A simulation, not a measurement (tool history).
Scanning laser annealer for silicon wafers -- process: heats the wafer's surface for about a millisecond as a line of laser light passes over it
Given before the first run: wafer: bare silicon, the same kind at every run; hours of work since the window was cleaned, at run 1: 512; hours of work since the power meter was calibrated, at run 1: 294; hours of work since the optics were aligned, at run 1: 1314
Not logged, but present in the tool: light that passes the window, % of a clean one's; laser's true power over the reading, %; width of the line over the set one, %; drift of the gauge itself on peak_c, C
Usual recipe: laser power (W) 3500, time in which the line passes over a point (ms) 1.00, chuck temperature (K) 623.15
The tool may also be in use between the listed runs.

| run | hour | laser power (W) | time in which the line passes over a point (ms) | chuck temperature (K) | hours of work since the window was cleaned | hours of work since the power meter was calibrated | hours of work since the optics were aligned | highest temperature of the surface (K) |
|---|---|---|---|---|---|---|---|---|
| 1 | 0.0 | 3500 | 1.00 | 623.15 | 512 | 294 | 1314 | 1402.15 |
| 2 | 8.9 | 3500 | 1.00 | 623.15 | 518 | 300 | 1321 | 1401.15 |
| 3 | 19.2 | 3661 | 1.00 | 623.15 | 525 | 307 | 1328 | 1438.15 |
| 4 | 25.7 | 3661 | 1.00 | 623.15 | 530 | 311 | 1332 | 1440.15 |
| 5 | 35.7 | 3500 | 1.00 | 623.15 | 537 | 318 | 1339 | 1402.15 |
| 6 | 43.1 | 3500 | 1.00 | 585.15 | 542 | 323 | 1344 | 1366.15 |
| 7 | 55.8 | 3500 | 1.00 | 585.15 | 550 | 332 | 1353 | 1363.15 |
| 8 | 70.0 | 3120 | 1.00 | 623.15 | 560 | 341 | 1362 | 1318.15 |
| 9 | 77.7 | 3500 | 0.91 | 623.15 | 565 | 347 | 1368 | 1364.15 |
| 10 | 90.0 | 3500 | 0.91 | 623.15 | 574 | 355 | 1376 | 1369.15 |
| 11 | 102.2 | 3500 | 0.91 | 623.15 | 582 | 363 | 1384 | 1365.15 |
| 12 | 114.6 | 3500 | 1.00 | 623.15 | 591 | 372 | 1393 | 1398.15 |
| 13 | 128.6 | 3500 | 1.00 | 623.15 | 600 | 381 | 1402 | 1402.15 |
| 14 | 139.8 | 3500 | 1.00 | 623.15 | 608 | 389 | 1410 | 1398.15 |
| 15 | 145.9 | 3500 | 1.00 | 623.15 | 612 | 393 | 1414 | 1398.15 |
| 16 | 159.6 | 3500 | 1.00 | 633.15 | 621 | 403 | 1424 | 1407.15 |
| 17 | 170.3 | 3500 | 1.00 | 633.15 | 629 | 410 | 1431 | 1408.15 |
| 18 | 181.0 | 3500 | 1.00 | 623.15 | 636 | 417 | 1438 | 1400.15 |
| 19 | 189.7 | 3500 | 1.00 | 596.15 | 642 | 423 | 1444 | 1369.15 |
| 20 | 201.4 | 3500 | 1.00 | 596.15 | 650 | 431 | 1452 | 1371.15 |
| 21 | 209.6 | 3374 | 1.14 | 592.15 | 655 | 437 | 1458 | 1387.15 |
| 22 | 218.9 | 2983 | 0.95 | 630.15 | 662 | 443 | 1464 | 1275.15 |
| 23 | 231.1 | 3107 | 1.18 | 658.15 | 670 | 452 | 1472 | 1401.15 |
| 24 | 241.8 | 3107 | 1.18 | 658.15 | 677 | 459 | 1480 | 1397.15 |
| 25 | 253.8 | 3073 | 1.10 | 609.15 | 686 | 467 | 1488 | 1321.15 |
| 26 | 262.7 | 3073 | 1.10 | 596.15 | 692 | 473 | 1494 | 1303.15 |
| 27 | 275.0 | 3072 | 1.00 | 647.15 | 700 | 482 | 1502 | 1326.15 |
| 28 | 285.7 | 3072 | 1.00 | 647.15 | 707 | 489 | 1510 | 1328.15 |
| 29 | 294.6 | 3072 | 1.00 | 647.15 | 714 | 495 | 1516 | 1327.15 |
| 30 | 302.4 | 3072 | 1.00 | 647.15 | 719 | 500 | 1521 | 1324.15 |
|  | 310.2 | optics aligned, line set to its width |
| 31 | 318.7 | 3196 | 0.94 | 663.15 | 727 | 508 | 6 | 1357.15 |
| 32 | 333.5 | 3500 | 1.00 | 623.15 | 737 | 518 | 16 | 1405.15 |
| 33 | 342.2 | 3500 | 0.76 | 631.15 | 743 | 524 | 22 | 1318.15 |
| 34 | 353.5 | 3521 | 0.71 | 623.15 | 750 | 532 | 30 | 1295.15 |
| 35 | 364.5 | 3521 | 0.71 | 623.15 | 758 | 539 | 37 | 1289.15 |
|  | 377.2 | window over the wafer cleaned |
| 36 | 377.7 | 3236 | 0.77 | 623.15 | 0 | 547 | 45 | 1291.15 |
| 37 | 388.2 | 3148 | 1.22 | 585.15 | 8 | 554 | 52 | 1390.15 |
| 38 | 401.2 | 3148 | 1.22 | 585.15 | 16 | 563 | 61 | 1390.15 |
| 39 | 414.3 | 3148 | 1.22 | 585.15 | 25 | 572 | 70 | 1387.15 |
| 40 | 420.6 | 3597 | 0.75 | 613.15 | 30 | 576 | 74 | 1346.15 |

Predict each of these 4 candidate next runs independently; none follows another, all start after run 40:
| A | 434.5 | 3081 | 0.90 | 613.15 | 39 | 586 | 84 | ? |
| B | 434.5 | 3597 | 0.75 | 652.15 | 39 | 586 | 84 | ? |
| C | 434.5 | 3108 | 1.08 | 616.15 | 39 | 586 | 84 | ? |
| D | 434.5 | 3592 | 0.72 | 613.15 | 39 | 586 | 84 | ? |

| run | highest temperature of the surface (K) |
|---|---|
| A | 1294.15 |
| B | 1381.15 |
| C | 1366.15 |
| D | 1328.15 |
Without the tool's unlogged condition, the same runs would have read:
| run | highest temperature of the surface (K) |
|---|---|
| A | 1296.15 |
| B | 1383.15 |
| C | 1368.15 |
| D | 1330.15 |
